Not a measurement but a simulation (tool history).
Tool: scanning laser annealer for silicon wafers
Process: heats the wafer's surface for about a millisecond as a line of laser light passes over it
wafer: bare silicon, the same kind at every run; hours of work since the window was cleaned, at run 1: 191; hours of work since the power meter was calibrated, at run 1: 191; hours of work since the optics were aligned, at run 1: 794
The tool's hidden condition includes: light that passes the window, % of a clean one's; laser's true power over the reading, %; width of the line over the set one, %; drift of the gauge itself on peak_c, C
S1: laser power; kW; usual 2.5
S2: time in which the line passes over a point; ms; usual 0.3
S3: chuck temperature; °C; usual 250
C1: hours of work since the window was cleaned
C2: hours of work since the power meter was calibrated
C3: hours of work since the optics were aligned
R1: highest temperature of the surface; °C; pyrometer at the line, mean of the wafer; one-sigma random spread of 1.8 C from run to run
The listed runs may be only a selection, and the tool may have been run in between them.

run,hour,S1,S2,S3,C1,C2,C3,R1
1,0,2.5,0.3,250,191,191,794,985
2,5.8,2.5,0.3,250,195,195,798,982
3,11,2.5,0.3,250,198,198,802,985
4,19.5,2.5,0.3,250,204,204,808,985
5,23.8,2.657,0.3,250,208,208,811,1047
6,28,2.657,0.3,212,211,211,814,1011
7,32.3,2.657,0.3,212,214,214,817,1008
8,36,2.5,0.3,250,216,216,819,980
9,39.8,2.5,0.278,250,219,219,822,957
10,44.9,2.5,0.3,250,223,223,826,980
11,51.5,2.5,0.3,250,227,227,831,979
12,58.3,2.5,0.3,250,232,232,836,985
13,62.7,2.5,0.3,250,236,236,839,984
# hour 68.2: optics aligned, line set to its width
14,73.4,2.5,0.3,250,240,240,4,971
15,79.8,2.5,0.3,250,244,244,8,973
16,87.2,2.5,0.3,229,249,249,14,950
17,93.2,2.298,0.3,250,254,254,18,892
18,102.1,2.298,0.3,250,260,260,24,895
# hour 112.4: optics aligned, line set to its width, once more
19,114.9,2.298,0.3,250,266,266,2,911
20,123.3,2.5,0.3,250,272,272,8,990
21,130.9,2.599,0.272,278,277,277,13,1021
22,138.5,2.714,0.26,269,283,283,19,1037
23,145.1,2.5,0.293,250,287,287,23,984
24,150.6,2.561,0.24,270,291,291,27,956
25,156.4,2.61,0.3,264,296,296,32,1048
26,162,2.467,0.3,250,300,300,36,972
27,168,2.467,0.3,250,304,304,40,975
28,173.7,2.519,0.3,250,308,308,44,994
29,178.9,2.519,0.3,250,312,312,48,996
30,184.3,2.58,0.24,250,316,316,52,941
31,190.7,2.58,0.24,250,320,320,56,945
32,194.7,2.351,0.24,272,323,323,59,881
33,202.6,2.351,0.24,214,329,329,65,819
34,210.1,2.415,0.34,250,334,334,70,993
35,218.4,2.415,0.34,250,340,340,76,990
36,223.9,2.415,0.34,250,344,344,80,991
37,229.6,2.415,0.34,250,348,348,84,995
38,234.7,2.5,0.379,250,352,352,88,1071
39,238.4,2.5,0.282,282,354,354,90,995
40,243.8,2.5,0.282,282,358,358,94,995

Branching from run 40: 5 alternative next runs. What would each branch give?
A,248.8,2.295,0.282,246,362,362,98,?
B,248.8,2.5,0.349,260,362,362,98,?
C,248.8,2.698,0.321,232,362,362,98,?
D,248.8,2.313,0.273,250,362,362,98,?
E,248.8,2.321,0.297,279,362,362,98,?

run,R1
A,878
B,1050
C,1069
D,881
E,936
The same runs, with their run-to-run variation unchanged, on a tool lacking any hidden condition would have given:
run,R1
A,905
B,1082
C,1103
D,907
E,964
